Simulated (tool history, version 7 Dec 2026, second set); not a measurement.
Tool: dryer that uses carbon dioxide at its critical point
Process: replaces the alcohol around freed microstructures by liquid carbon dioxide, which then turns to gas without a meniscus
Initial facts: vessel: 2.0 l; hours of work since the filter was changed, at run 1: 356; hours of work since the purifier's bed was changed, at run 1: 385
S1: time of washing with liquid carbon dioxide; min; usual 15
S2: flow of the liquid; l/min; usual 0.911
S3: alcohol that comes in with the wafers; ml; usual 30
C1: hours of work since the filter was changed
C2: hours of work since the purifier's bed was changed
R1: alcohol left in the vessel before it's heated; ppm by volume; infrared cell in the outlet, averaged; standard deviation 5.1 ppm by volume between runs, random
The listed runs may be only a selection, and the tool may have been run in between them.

run   hour  S1     S2   S3   C1   C2    R1
  1    0.0  15  0.911   30  356  385   222
  2   15.1  12  0.911   30  367  395   441
  3   29.6  12  0.911   30  377  406   448
  4   49.6  12  0.911   30  391  419   464
  5   72.3  12  0.911   30  406  435   476
  6   98.4  12  0.911   30  425  453   478
  7  111.7  12  0.911   30  434  462   481
  8  123.3  12  0.911   30  442  470   496
  9  142.3  15  0.911   30  455  483   280
 10  168.3  15  0.911   30  473  501   290
 11  193.3  15  0.911   30  490  519   301
 12  208.4  15  0.911   30  501  529   307
 13  229.0  15  0.911   67  515  543   538
 14  255.1  15  0.911   67  533  561   544
 15  280.8  15  0.911   23  551  579   299
     298.7  -- inlet filter changed
 16  304.4  15  0.911   23    4  595   219
 17  320.1  15  0.911   23   15  606   214
 18  332.5  15  0.911   23   23  614   221
 19  359.7  11  0.911   30   42  633   476
 20  387.1  11  0.911   30   61  652   493
 21  404.3  19  0.901   91   73  664   248
 22  431.5  19  1.130   91   92  683   201
 23  451.1  10  0.932   23  105  696   524
 24  463.2  10  0.932   23  114  705   528
 25  484.9  10  0.932   23  129  720   526
 26  503.4  10  0.932   23  142  733   563
 27  519.7  15  0.911   26  153  744   269
 28  537.8  16  0.911   22  165  756   257
 29  557.0  16  0.911   22  179  770   256
 30  575.1  15  0.911   41  191  782   336
 31  590.8  21  0.804   41  202  793   249
 32  611.9  18  1.325   91  217  808   222
 33  632.1  23  1.052   25  231  821   222
 34  644.7  23  1.052   25  239  830   229
 35  658.1  11  0.661   30  249  839  1262
 36  673.7  11  0.661   30  259  850  1251
 37  685.2  11  1.189   54  267  858   489
 38  708.5  16  1.352  105  283  874   272
 39  724.6  14  0.560  105  294  885  3286

Across each entry between runs, compare the hidden state at the last listed run before it with the hidden state at the first listed run after it:
From run 15 to run 16: inlet filter changed (hour 298.7)
  flow that reaches the vessel past the clogged filter, %: 82.3 -> 99.4; alcohol in the recycled carbon dioxide, ppm: 158.8 -> 162.8
  the result without the hidden state subtracted from the measured one, R1: +238 -> +156 ppm by volume

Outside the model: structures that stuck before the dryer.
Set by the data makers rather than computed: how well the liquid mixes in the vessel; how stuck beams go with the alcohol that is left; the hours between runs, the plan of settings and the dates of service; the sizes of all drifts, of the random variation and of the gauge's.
